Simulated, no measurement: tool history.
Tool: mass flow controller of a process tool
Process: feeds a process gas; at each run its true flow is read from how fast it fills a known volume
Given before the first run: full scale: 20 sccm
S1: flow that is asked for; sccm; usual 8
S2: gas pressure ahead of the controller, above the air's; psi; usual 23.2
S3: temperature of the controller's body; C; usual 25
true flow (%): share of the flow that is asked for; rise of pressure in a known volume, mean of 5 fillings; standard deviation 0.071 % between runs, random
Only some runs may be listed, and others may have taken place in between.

Run 1, hour 0: usual settings. Result: true flow (%) 100.66.
Run 2, hour 172.9: usual settings. Result: true flow (%) 100.65.
Run 3, hour 490.8: usual settings but S1 16 sccm. Result: true flow (%) 99.99.
Run 4, hour 756.3: usual settings but S1 16 sccm. Result: true flow (%) 100.02.
Run 5, hour 1116.5: usual settings but S1 16 sccm. Result: true flow (%) 99.89.
Run 6, hour 1420.6: usual settings but S1 16 sccm. Result: true flow (%) 99.89.
Run 7, hour 1779: usual settings but S1 16 sccm. Result: true flow (%) 100.
Run 8, hour 1949.5: usual settings but S1 16 sccm. Result: true flow (%) 99.96.
Run 9, hour 2289.6: usual settings but S2 26.8 psi. Result: true flow (%) 100.99.
Run 10, hour 2443.6: usual settings but S2 23.8 psi. Result: true flow (%) 101.14.
Run 11, hour 2609.2: usual settings. Result: true flow (%) 101.06.
Run 12, hour 2781: usual settings. Result: true flow (%) 101.25.
Run 13, hour 3074.8: usual settings. Result: true flow (%) 101.32.
Run 14, hour 3248.8: usual settings but S1 6 sccm. Result: true flow (%) 102.22.
Run 15, hour 3398.9: usual settings. Result: true flow (%) 101.27.
Run 16, hour 3607.9: usual settings but S1 5 sccm. Result: true flow (%) 103.02.
At hour 3702.1: controller's zero set anew.
Run 17, hour 3976.3: usual settings but S1 5 sccm, S2 20.7 psi. Result: true flow (%) 98.35.
Run 18, hour 4209.7: usual settings but S1 5 sccm, S2 20.7 psi. Result: true flow (%) 98.57.
Run 19, hour 4473.7: usual settings but S1 5 sccm, S2 20.7 psi. Result: true flow (%) 98.67.
Run 20, hour 4812.8: usual settings but S1 15 sccm, S2 24.5 psi, S3 21 C. Result: true flow (%) 97.91.
Run 21, hour 5020.7: usual settings but S2 22.8 psi. Result: true flow (%) 98.54.
Run 22, hour 5321.6: usual settings but S2 21.8 psi. Result: true flow (%) 98.63.
Run 23, hour 5650.7: usual settings but S1 15 sccm. Result: true flow (%) 98.36.
Run 24, hour 5912.8: usual settings but S1 11 sccm, S2 25.8 psi, S3 29 C. Result: true flow (%) 98.77.
Run 25, hour 6117.4: usual settings but S1 11 sccm, S2 25.8 psi, S3 29 C. Result: true flow (%) 98.82.
Run 26, hour 6269.2: usual settings but S1 11 sccm, S2 25.8 psi, S3 29 C. Result: true flow (%) 98.76.
Run 27, hour 6591.6: usual settings but S2 37.7 psi, S3 36 C. Result: true flow (%) 99.36.
Run 28, hour 6906.4: usual settings but S2 35.4 psi. Result: true flow (%) 98.64.
Run 29, hour 7123.2: usual settings but S2 27.1 psi. Result: true flow (%) 98.85.
Run 30, hour 7275.1: usual settings but S1 16 sccm, S2 29.6 psi, S3 34 C. Result: true flow (%) 98.98.
Run 31, hour 7522: usual settings but S1 11 sccm, S2 32.1 psi. Result: true flow (%) 98.43.
Run 32, hour 7784.1: usual settings but S1 11 sccm, S2 32.1 psi. Result: true flow (%) 98.47.
Run 33, hour 8146.6: usual settings but S1 11 sccm, S2 36.8 psi, S3 23 C. Result: true flow (%) 98.29.
Run 34, hour 8450.3: usual settings but S3 26 C. Result: true flow (%) 99.25.
Run 35, hour 8758: usual settings but S1 9 sccm, S3 40 C. Result: true flow (%) 100.24.
Run 36, hour 9084.1: usual settings but S1 9 sccm, S2 30.9 psi, S3 23 C. Result: true flow (%) 98.49.
Run 37, hour 9429.6: usual settings but S2 25.5 psi. Result: true flow (%) 99.14.
Run 38, hour 9628.1: usual settings but S3 28 C. Result: true flow (%) 99.65.

Forecast each of these 4 alternatives for the next run:
Run A, hour 9853.2: usual settings but S3 28 C. Result: true flow (%) ?.
Run B, hour 9853.2: usual settings but S1 2 sccm, S2 26.1 psi, S3 26 C. Result: true flow (%) ?.
Run C, hour 9853.2: usual settings but S1 16 sccm, S2 28.4 psi. Result: true flow (%) ?.
Run D, hour 9853.2: usual settings but S1 14 sccm. Result: true flow (%) ?.

run  true flow (%)
  A           99.5
  B         106.86
  C          98.29
  D          98.48
Without the tool's unlogged condition, the same runs would have read:
run  true flow (%)
  A          99.95
  B          99.61
  C         100.02
  D         100.02
